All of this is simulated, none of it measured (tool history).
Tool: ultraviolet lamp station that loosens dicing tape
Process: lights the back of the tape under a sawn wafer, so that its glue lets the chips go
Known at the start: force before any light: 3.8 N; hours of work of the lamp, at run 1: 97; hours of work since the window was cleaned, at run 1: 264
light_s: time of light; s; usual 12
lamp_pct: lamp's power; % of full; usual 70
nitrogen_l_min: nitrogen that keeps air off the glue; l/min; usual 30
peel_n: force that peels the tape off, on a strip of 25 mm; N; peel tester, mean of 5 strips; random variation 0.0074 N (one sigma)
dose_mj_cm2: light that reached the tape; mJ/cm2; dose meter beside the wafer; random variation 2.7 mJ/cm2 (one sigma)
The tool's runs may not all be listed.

run,day,light_s,lamp_pct,nitrogen_l_min,hours of work of the lamp,hours of work since the window was cleaned,peel_n,dose_mj_cm2
1,0.000,12,70,30,97,264,0.380,301
# day 0.492: window cleaned of glue's vapour
2,0.650,12,98,30,107,3,0.172,471
3,1.221,12,70,30,116,11,0.303,334
4,1.642,12,70,30,122,18,0.309,336
5,2.338,12,98,30,133,29,0.169,462
6,3.021,12,98,30,144,40,0.184,454
7,3.600,12,70,30,153,49,0.316,324
8,4.092,12,70,16,161,56,0.460,325
9,4.779,12,70,16,171,67,0.461,314
10,5.521,12,70,16,183,79,0.446,315
11,6.162,12,70,16,193,89,0.465,313
12,6.675,12,70,16,201,97,0.472,307
13,7.083,12,70,16,207,103,0.503,311
14,7.812,12,70,16,219,114,0.502,304
15,8.350,9,70,16,227,123,0.820,227
16,8.912,12,85,30,236,132,0.252,372
17,9.404,12,85,30,243,139,0.270,362
18,9.833,12,70,30,250,146,0.372,300
19,10.354,12,70,30,258,154,0.395,293
20,10.892,12,70,30,267,162,0.396,290
21,11.308,13,70,26,273,169,0.375,317
22,11.788,14,78,42,281,176,0.223,379
23,12.212,7,94,38,287,183,0.568,225
24,12.933,7,94,38,299,194,0.559,221
25,13.350,20,71,52,305,201,0.144,476
26,13.658,20,71,52,310,206,0.146,478
27,14.025,12,90,15,316,211,0.384,361
28,14.579,20,66,30,324,220,0.199,438
29,14.879,16,85,30,329,225,0.183,443
30,15.396,12,80,30,337,233,0.356,314
31,15.983,12,80,30,346,242,0.356,310
32,16.325,17,96,47,352,247,0.132,529
33,16.638,21,66,9,356,252,0.339,445
34,17.225,21,66,9,366,261,0.351,437
35,17.667,21,66,9,373,268,0.362,440
# day 17.888: window cleaned of glue's vapour
36,18.321,18,70,24,382,7,0.188,454
37,19.025,18,70,24,393,18,0.199,451

Measured less the same run without the tool's hidden state. The same run-to-run variation is in both; the gauge's scatter may not be:
The hidden state here: lamp's light, % of a new lamp's; light that the window lets through, % of a clean one's; drift of the gauge itself on peel_n, %; drift of the gauge itself on dose_mj_cm2, %.
run,peel_n,dose_mj_cm2
1,+0.107,-57
2,+0.011,-24
3,+0.030,-19
4,+0.035,-21
5,+0.017,-35
6,+0.020,-38
7,+0.048,-30
8,+0.074,-32
9,+0.081,-35
10,+0.087,-38
11,+0.095,-42
12,+0.100,-44
13,+0.109,-45
14,+0.116,-49
15,+0.174,-38
16,+0.063,-65
17,+0.067,-67
18,+0.104,-57
19,+0.115,-59
20,+0.118,-61
21,+0.113,-69
22,+0.059,-85
23,+0.176,-52
24,+0.180,-55
25,+0.023,-121
26,+0.023,-125
27,+0.137,-95
28,+0.052,-121
29,+0.049,-125
30,+0.134,-91
31,+0.138,-94
32,+0.018,-163
33,+0.135,-140
34,+0.140,-144
35,+0.146,-148
36,+0.039,-77
37,+0.043,-82
